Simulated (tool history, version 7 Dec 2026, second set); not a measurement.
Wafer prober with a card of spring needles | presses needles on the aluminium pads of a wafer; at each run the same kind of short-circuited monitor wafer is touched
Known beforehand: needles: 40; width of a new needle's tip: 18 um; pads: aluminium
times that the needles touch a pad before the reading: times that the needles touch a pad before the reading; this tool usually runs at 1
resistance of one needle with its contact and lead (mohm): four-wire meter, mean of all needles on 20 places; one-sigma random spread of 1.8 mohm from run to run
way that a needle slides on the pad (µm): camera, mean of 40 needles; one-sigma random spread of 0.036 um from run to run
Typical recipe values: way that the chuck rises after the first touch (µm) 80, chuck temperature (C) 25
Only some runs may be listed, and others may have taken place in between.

| run | hour | way that the chuck rises after the first touch (µm) | chuck temperature (C) | times that the needles touch a pad before the reading | resistance of one needle with its contact and lead (mohm) | way that a needle slides on the pad (µm) |
|---|---|---|---|---|---|---|
| 1 | 0 | 80 | 25 | 1 | 260 | 10.96 |
|  | 2.2 | tips cleaned on abrasive film |
| 2 | 12.1 | 80 | 26 | 1 | 237 | 11.06 |
| 3 | 23.2 | 80 | 77 | 1 | 263 | 10.99 |
|  | 26.9 | tips cleaned on abrasive film |
| 4 | 33.1 | 80 | 40 | 1 | 224 | 10.9 |
| 5 | 41.8 | 80 | 40 | 1 | 250 | 10.96 |
|  | 51.6 | tips cleaned on abrasive film |
| 6 | 51.6 | 72 | 25 | 1 | 198 | 9.87 |
| 7 | 63.5 | 72 | 25 | 1 | 258 | 9.84 |
| 8 | 72.3 | 80 | 25 | 2 | 228 | 10.97 |
|  | 76.1 | tips cleaned on abrasive film |
| 9 | 83.8 | 80 | 25 | 1 | 232 | 10.95 |
| 10 | 95.1 | 98 | 25 | 1 | 231 | 13.29 |
|  | 100.8 | tips cleaned on abrasive film |
| 11 | 102.8 | 98 | 25 | 1 | 203 | 13.39 |
| 12 | 109.5 | 98 | 25 | 1 | 218 | 13.43 |
| 13 | 120.9 | 98 | 25 | 1 | 239 | 13.44 |
|  | 125.8 | tips cleaned on abrasive film |
| 14 | 128.6 | 80 | 25 | 3 | 197 | 10.89 |
| 15 | 135 | 80 | 25 | 1 | 233 | 10.88 |
| 16 | 142.8 | 80 | 25 | 1 | 252 | 10.92 |
|  | 150.6 | tips cleaned on abrasive film |
| 17 | 154.2 | 81 | 48 | 2 | 212 | 10.99 |
| 18 | 159.7 | 81 | 48 | 2 | 219 | 11.01 |
| 19 | 170.8 | 87 | 34 | 2 | 221 | 11.91 |
|  | 175.3 | tips cleaned on abrasive film |
| 20 | 177.8 | 90 | 119 | 3 | 210 | 12.2 |
| 21 | 184.7 | 67 | 119 | 3 | 228 | 9.09 |
| 22 | 197 | 96 | 119 | 3 | 223 | 13.1 |
|  | 200.4 | tips cleaned on abrasive film |
| 23 | 208.1 | 67 | 54 | 1 | 260 | 9.06 |
| 24 | 217.1 | 67 | 54 | 3 | 229 | 9.11 |
|  | 225.2 | tips cleaned on abrasive film |
| 25 | 228.2 | 92 | 54 | 3 | 198 | 12.45 |
| 26 | 236.8 | 92 | 54 | 3 | 210 | 12.5 |
| 27 | 242.3 | 80 | 25 | 2 | 225 | 10.89 |
|  | 249.5 | tips cleaned on abrasive film |
| 28 | 250.8 | 88 | 40 | 2 | 195 | 11.91 |
| 29 | 263 | 88 | 40 | 2 | 219 | 11.86 |

Consider 4 possible next runs. They are alternatives, not a sequence: every one starts from the tool as it was left by run 29. What does each give?
| A | 271.6 | 76 | 25 | 3 | ? | ? |
| B | 271.6 | 92 | 42 | 2 | ? | ? |
| C | 271.6 | 96 | 29 | 2 | ? | ? |
| D | 271.6 | 80 | 25 | 2 | ? | ? |

| run | resistance of one needle with its contact and lead (mohm) | way that a needle slides on the pad (µm) |
|---|---|---|
| A | 217 | 10.23 |
| B | 223 | 12.43 |
| C | 218 | 13.06 |
| D | 230 | 10.8 |
With no hidden state in the tool, these same runs would have given:
| run | resistance of one needle with its contact and lead (mohm) | way that a needle slides on the pad (µm) |
|---|---|---|
| A | 188 | 10.46 |
| B | 190 | 12.67 |
| C | 187 | 13.3 |
| D | 186 | 11.04 |
